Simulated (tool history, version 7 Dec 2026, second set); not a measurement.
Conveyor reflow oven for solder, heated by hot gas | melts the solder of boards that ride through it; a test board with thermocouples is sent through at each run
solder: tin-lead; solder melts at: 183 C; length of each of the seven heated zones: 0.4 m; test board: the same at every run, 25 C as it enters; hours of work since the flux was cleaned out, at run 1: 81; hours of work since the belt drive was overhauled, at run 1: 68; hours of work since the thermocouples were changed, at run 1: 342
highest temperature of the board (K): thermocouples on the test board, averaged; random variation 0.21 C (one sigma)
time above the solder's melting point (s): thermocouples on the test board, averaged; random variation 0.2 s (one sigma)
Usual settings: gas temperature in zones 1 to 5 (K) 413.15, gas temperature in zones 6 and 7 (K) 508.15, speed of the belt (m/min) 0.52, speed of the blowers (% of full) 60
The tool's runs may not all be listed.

run   hour  gas temperature in zones 1 to 5 (K)  gas temperature in zones 6 and 7 (K)  speed of the belt (m/min)  speed of the blowers (% of full)  hours of work since the flux was cleaned out  hours of work since the belt drive was overhauled  hours of work since the thermocouples were changed  highest temperature of the board (K)  time above the solder's melting point (s)
  1      0                               413.15                                508.15                       0.52                                60                                            81                                                 68                                                 342                                481.85                                       58.1
  2    9.1                               413.15                                508.15                       0.52                                60                                            87                                                 75                                                 349                                481.65                                       58.3
  3   17.1                               413.15                                508.15                       0.52                                60                                            93                                                 81                                                 355                                481.65                                       58.1
  4   25.4                               413.15                                508.15                       0.52                                60                                           100                                                 87                                                 361                                481.75                                       58.3
  5   36.9                               428.15                                508.15                       0.52                                60                                           108                                                 96                                                 370                                485.85                                       70.5
  6   42.4                               428.15                                504.15                       0.52                                60                                           113                                                100                                                 374                                482.55                                         67
  7   52.6                               428.15                                504.15                       0.52                                60                                           120                                                108                                                 382                                482.55                                         67
  8   64.2                               428.15                                504.15                       0.52                                60                                           129                                                116                                                 391                                482.05                                       66.8
  9   74.7                               428.15                                504.15                       0.52                                60                                           137                                                124                                                 399                                481.95                                         67
 10   80.2                               428.15                                504.15                       0.52                                60                                           141                                                128                                                 403                                481.95                                       66.5
 11   90.1                               428.15                                504.15                      0.606                                60                                           149                                                136                                                 410                                476.85                                       48.1
 12   96.2                               413.15                                508.15                       0.52                                60                                           153                                                141                                                 415                                481.15                                         57
     102.2  -- flux residue cleaned out of gas plates and filters
 13  106.5                               413.15                                508.15                       0.52                                70                                             3                                                145                                                 419                                486.65                                       65.2
 14  117.6                               413.15                                508.15                       0.52                                70                                            12                                                153                                                 428                                486.65                                       65.2
 15  123.2                               413.15                                497.15                       0.52                                60                                            16                                                157                                                 432                                473.85                                       46.7
 16  135.4                               413.15                                508.15                      0.469                                75                                            25                                                167                                                 441                                491.65                                       79.3
 17  143.1                               403.15                                513.15                      0.469                                53                                            31                                                172                                                 447                                483.75                                         63
 18  148.9                               407.15                                508.15                       0.48                                60                                            35                                                177                                                 451                                483.45                                       64.1
 19  159.5                               413.15                                508.15                      0.531                                60                                            43                                                185                                                 459                                480.95                                       56.3
 20  168.4                               413.15                                508.15                      0.531                                60                                            50                                                192                                                 466                                481.15                                       56.4
 21  179.2                               413.15                                508.15                      0.521                                60                                            58                                                200                                                 474                                481.75                                       58.5
 22  184.7                               413.15                                507.15                      0.424                                60                                            63                                                204                                                 478                                488.25                                       83.1
 23  190.3                               423.15                                508.15                       0.52                                60                                            67                                                208                                                 483                                484.05                                       66.3
 24  197.1                               399.15                                498.15                      0.516                                65                                            72                                                213                                                 488                                473.45                                       41.5
 25  204.5                               425.15                                498.15                      0.592                                89                                            78                                                219                                                 493                                482.75                                         59
 26  210.2                               425.15                                498.15                      0.592                                89                                            82                                                223                                                 498                                482.55                                       59.6
 27  222.3                               409.15                                498.15                      0.475                                70                                            91                                                232                                                 507                                480.15                                       62.1
 28    231                               426.15                                498.15                      0.475                                54                                            98                                                239                                                 514                                477.65                                       65.4
 29  239.6                               409.15                                514.15                      0.493                                60                                           104                                                246                                                 520                                487.45                                       67.2
 30  246.7                               409.15                                514.15                      0.493                                60                                           110                                                251                                                 525                                487.05                                       67.1

5 ways to go on from here, each from the tool as it stands after run 30. What would each give?
  A   253                               409.15                                514.15                      0.484                                60                                           114                                                256                                                 530                                     ?                                          ?
  B   253                               416.15                                514.15                      0.553                                56                                           114                                                256                                                 530                                     ?                                          ?
  C   253                               423.15                                505.15                      0.493                                83                                           114                                                256                                                 530                                     ?                                          ?
  D   253                               409.15                                518.15                      0.494                                60                                           114                                                256                                                 530                                     ?                                          ?
  E   253                               422.15                                499.15                      0.493                                60                                           114                                                256                                                 530                                     ?                                          ?

run  highest temperature of the board (K)  time above the solder's melting point (s)
  A                                487.65                                       69.4
  B                                482.15                                       55.4
  C                                491.05                                       79.7
  D                                490.75                                       70.3
  E                                478.35                                       62.9
Without the tool's hidden state the same runs would have given:
run  highest temperature of the board (K)  time above the solder's melting point (s)
  A                                489.35                                       70.9
  B                                483.75                                       57.1
  C                                492.95                                       80.8
  D                                492.45                                       71.7
  E                                479.95                                       64.9
